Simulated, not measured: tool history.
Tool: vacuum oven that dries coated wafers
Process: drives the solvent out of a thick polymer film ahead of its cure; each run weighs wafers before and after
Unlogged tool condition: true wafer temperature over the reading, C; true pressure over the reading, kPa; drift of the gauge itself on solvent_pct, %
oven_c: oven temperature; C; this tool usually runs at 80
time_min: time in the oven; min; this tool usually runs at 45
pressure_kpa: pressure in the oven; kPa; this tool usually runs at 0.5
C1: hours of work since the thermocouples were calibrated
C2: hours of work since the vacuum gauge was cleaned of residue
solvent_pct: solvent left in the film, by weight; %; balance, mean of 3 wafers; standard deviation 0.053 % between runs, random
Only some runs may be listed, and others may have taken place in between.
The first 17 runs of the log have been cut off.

run 18 day=65.233 | oven_c=80 time_min=45 pressure_kpa=0.5 | C1=1508 C2=1133 | solvent_pct=3.08
run 19 day=67.967 | oven_c=80 time_min=45 pressure_kpa=0.5 | C1=1556 C2=1181 | solvent_pct=3.01
-- day=69.667 oven's thermocouples calibrated
run 20 day=71.3 | oven_c=80 time_min=45 pressure_kpa=0.5 | C1=28 C2=1237 | solvent_pct=1.92
run 21 day=74.838 | oven_c=80 time_min=45 pressure_kpa=0.5 | C1=90 C2=1299 | solvent_pct=1.92
run 22 day=77.325 | oven_c=80 time_min=45 pressure_kpa=0.5 | C1=133 C2=1342 | solvent_pct=1.98
run 23 day=82.083 | oven_c=80 time_min=45 pressure_kpa=0.5 | C1=215 C2=1424 | solvent_pct=1.93
run 24 day=86.483 | oven_c=80 time_min=45 pressure_kpa=0.5 | C1=292 C2=1501 | solvent_pct=2.08
run 25 day=90.304 | oven_c=90 time_min=45 pressure_kpa=0.889 | C1=358 C2=1567 | solvent_pct=0.82
run 26 day=94.092 | oven_c=90 time_min=45 pressure_kpa=0.889 | C1=424 C2=1633 | solvent_pct=0.72
-- day=98.104 vacuum gauge cleaned of residue and calibrated
run 27 day=98.104 | oven_c=75 time_min=45 pressure_kpa=0.809 | C1=492 C2=0 | solvent_pct=3.66
run 28 day=101.154 | oven_c=85 time_min=40 pressure_kpa=0.5 | C1=545 C2=53 | solvent_pct=1.16
run 29 day=106.121 | oven_c=93 time_min=27 pressure_kpa=1.891 | C1=632 C2=139 | solvent_pct=1.16
run 30 day=110.312 | oven_c=92 time_min=45 pressure_kpa=0.278 | C1=704 C2=212 | solvent_pct=0.29
run 31 day=113.654 | oven_c=93 time_min=45 pressure_kpa=0.5 | C1=762 C2=270 | solvent_pct=0.36
run 32 day=118.35 | oven_c=77 time_min=47 pressure_kpa=0.375 | C1=844 C2=351 | solvent_pct=2.91
run 33 day=122.958 | oven_c=80 time_min=63 pressure_kpa=1.435 | C1=924 C2=431 | solvent_pct=1.84
run 34 day=125.183 | oven_c=93 time_min=29 pressure_kpa=0.5 | C1=962 C2=470 | solvent_pct=0.74
run 35 day=129.921 | oven_c=93 time_min=29 pressure_kpa=0.5 | C1=1045 C2=552 | solvent_pct=0.8
run 36 day=132.383 | oven_c=93 time_min=29 pressure_kpa=0.5 | C1=1087 C2=595 | solvent_pct=0.74
run 37 day=134.567 | oven_c=81 time_min=60 pressure_kpa=0.272 | C1=1125 C2=633 | solvent_pct=1.18
run 38 day=139.375 | oven_c=86 time_min=45 pressure_kpa=1.735 | C1=1209 C2=716 | solvent_pct=1.62
run 39 day=144.371 | oven_c=92 time_min=61 pressure_kpa=0.614 | C1=1295 C2=803 | solvent_pct=0.42
run 40 day=147.783 | oven_c=92 time_min=61 pressure_kpa=0.614 | C1=1355 C2=862 | solvent_pct=0.34
run 41 day=150.65 | oven_c=86 time_min=52 pressure_kpa=1.774 | C1=1404 C2=912 | solvent_pct=1.55

Below are 3 alternative next runs, each starting from the tool's condition after run 41. Predict each:
run A day=153.033 | oven_c=84 time_min=47 pressure_kpa=0.5 | C1=1446 C2=953 | solvent_pct=?
run B day=153.033 | oven_c=79 time_min=45 pressure_kpa=0.5 | C1=1446 C2=953 | solvent_pct=?
run C day=153.033 | oven_c=71 time_min=75 pressure_kpa=0.693 | C1=1446 C2=953 | solvent_pct=?

run=A solvent_pct=1.58
run=B solvent_pct=3.17
run=C solvent_pct=4
With no hidden state in the tool, these same runs would have given:
run=A solvent_pct=0.78
run=B solvent_pct=1.91
run=C solvent_pct=2.51

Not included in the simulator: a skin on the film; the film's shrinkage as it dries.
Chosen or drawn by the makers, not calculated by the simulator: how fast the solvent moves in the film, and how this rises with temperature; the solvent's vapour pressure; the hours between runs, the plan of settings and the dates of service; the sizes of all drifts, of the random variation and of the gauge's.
